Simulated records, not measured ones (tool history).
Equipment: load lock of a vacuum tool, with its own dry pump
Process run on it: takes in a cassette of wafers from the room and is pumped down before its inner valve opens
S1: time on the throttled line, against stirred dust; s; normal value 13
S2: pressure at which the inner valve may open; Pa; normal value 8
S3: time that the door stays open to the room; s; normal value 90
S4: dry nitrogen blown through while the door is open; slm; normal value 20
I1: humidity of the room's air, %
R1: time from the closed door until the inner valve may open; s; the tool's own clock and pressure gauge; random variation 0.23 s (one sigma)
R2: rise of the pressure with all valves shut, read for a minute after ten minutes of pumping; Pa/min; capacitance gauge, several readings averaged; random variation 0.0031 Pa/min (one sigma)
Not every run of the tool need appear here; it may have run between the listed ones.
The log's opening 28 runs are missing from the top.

run     hour  S1  S2   S3  S4    I1    R1     R2
     10140.8  -- door's seal changed, seat wiped
 29  10435.4   7   8  173  30  46.2  22.5  0.079
 30  10921.3  24   8   90  14  44.8  35.8  0.081
 31  11341.3  13   8  154  13  44.7  27.6  0.114
 32  11656.8  13   8   90  43  45.2  27.5  0.068
 33  11863.9   7   8   90  20  44.6  22.7  0.093
 34  12104.9   7   8   90  20  49.9  22.5  0.104
 35  12363.4  26  14   89  20  44.4  36.8  0.105
 36  12577.3  26  14   89  20  46.1  36.4  0.113
 37  12826.9  26  14   89  20  46.5  36.7  0.119

Forecast each of these 4 alternatives for the next run:
  A  13062.2  10   8   57  20  45.2   ?   ?
  B  13062.2  26   7   89  20  44.4   ?   ?
  C  13062.2  26   7   35   9  44.1   ?   ?
  D  13062.2  26  10  197  22  41.8   ?   ?

run    R1     R2
  A  25.1  0.115
  B  38.2  0.125
  C  38.2  0.113
  D  37.6  0.142
Had the tool no hidden state, the same runs would have come out as:
run    R1     R2
  A  22.8  0.050
  B  36.4  0.059
  C  36.4  0.047
  D  35.9  0.078

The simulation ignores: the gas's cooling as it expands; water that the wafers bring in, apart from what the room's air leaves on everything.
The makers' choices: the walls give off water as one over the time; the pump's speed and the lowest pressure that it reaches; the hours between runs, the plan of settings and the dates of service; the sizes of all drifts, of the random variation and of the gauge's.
